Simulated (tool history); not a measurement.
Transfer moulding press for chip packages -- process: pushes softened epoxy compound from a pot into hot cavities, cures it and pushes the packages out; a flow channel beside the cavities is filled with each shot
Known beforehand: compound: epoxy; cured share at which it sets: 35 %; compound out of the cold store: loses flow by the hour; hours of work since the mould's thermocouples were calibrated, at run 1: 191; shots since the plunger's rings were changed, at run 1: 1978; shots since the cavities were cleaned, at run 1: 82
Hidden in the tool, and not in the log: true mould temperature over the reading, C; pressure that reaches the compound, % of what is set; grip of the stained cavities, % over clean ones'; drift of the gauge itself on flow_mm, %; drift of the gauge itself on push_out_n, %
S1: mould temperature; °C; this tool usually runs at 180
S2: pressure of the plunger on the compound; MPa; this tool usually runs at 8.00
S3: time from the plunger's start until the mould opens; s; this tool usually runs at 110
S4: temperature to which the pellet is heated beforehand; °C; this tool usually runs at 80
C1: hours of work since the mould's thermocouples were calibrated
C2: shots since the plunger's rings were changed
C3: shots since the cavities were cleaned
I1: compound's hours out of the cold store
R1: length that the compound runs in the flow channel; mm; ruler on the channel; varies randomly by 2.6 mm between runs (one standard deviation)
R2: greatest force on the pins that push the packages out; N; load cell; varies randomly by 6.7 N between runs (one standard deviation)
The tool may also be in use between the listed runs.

| run | day | S1 | S2 | S3 | S4 | C1 | C2 | C3 | I1 | R1 | R2 |
|---|---|---|---|---|---|---|---|---|---|---|---|
| 1 | 0.000 | 180 | 8.00 | 110 | 80 | 191 | 1978 | 82 | 44.2 | 797 | 263 |
| 2 | 0.954 | 180 | 8.00 | 110 | 80 | 208 | 2266 | 370 | 28.1 | 879 | 359 |
|  | 1.542 | cavities cleaned with cleaning compound and waxed |
| 3 | 2.467 | 180 | 6.36 | 110 | 80 | 234 | 2706 | 281 | 15.2 | 838 | 352 |
|  | 3.346 | cavities cleaned with cleaning compound and waxed |
| 4 | 4.538 | 180 | 6.36 | 110 | 80 | 270 | 3314 | 361 | 8.9 | 866 | 394 |
|  | 4.904 | plunger's sealing rings changed |
|  | 5.246 | cavities cleaned with cleaning compound and waxed |
| 5 | 6.512 | 180 | 6.36 | 110 | 80 | 303 | 469 | 384 | 40.2 | 751 | 334 |
|  | 6.979 | cavities cleaned with cleaning compound and waxed |
| 6 | 7.421 | 180 | 6.36 | 110 | 80 | 318 | 724 | 133 | 32.6 | 783 | 272 |
|  | 8.104 | mould's thermocouples calibrated |
|  | 8.904 | cavities cleaned with cleaning compound and waxed |
| 7 | 9.296 | 180 | 6.36 | 110 | 80 | 20 | 1247 | 118 | 39.2 | 745 | 272 |
|  | 10.762 | cavities cleaned with cleaning compound and waxed |
| 8 | 10.971 | 180 | 6.36 | 110 | 80 | 50 | 1735 | 63 | 23.1 | 809 | 264 |
| 9 | 11.996 | 180 | 6.36 | 110 | 80 | 68 | 2046 | 374 | 26.1 | 791 | 348 |
|  | 12.517 | cavities cleaned with cleaning compound and waxed |
| 10 | 13.667 | 180 | 6.36 | 110 | 80 | 97 | 2532 | 348 | 25.6 | 790 | 319 |
|  | 14.046 | mould's thermocouples calibrated, once more |
|  | 14.342 | cavities cleaned with cleaning compound and waxed |
| 11 | 14.942 | 180 | 6.36 | 110 | 80 | 15 | 2874 | 182 | 37.9 | 728 | 302 |

For run 12, what comes out?
|  | 16.162 | cavities cleaned with cleaning compound and waxed |
| 12 | 16.371 | 180 | 6.36 | 110 | 75 | 40 | 3288 | 64 | 29.2 | ? | ? |

Run 12 came out at R1 763 mm, R2 276 N.
With the hidden condition absent and the run-to-run variation left alone, this run would have shown R1 813 mm, R2 250 N.

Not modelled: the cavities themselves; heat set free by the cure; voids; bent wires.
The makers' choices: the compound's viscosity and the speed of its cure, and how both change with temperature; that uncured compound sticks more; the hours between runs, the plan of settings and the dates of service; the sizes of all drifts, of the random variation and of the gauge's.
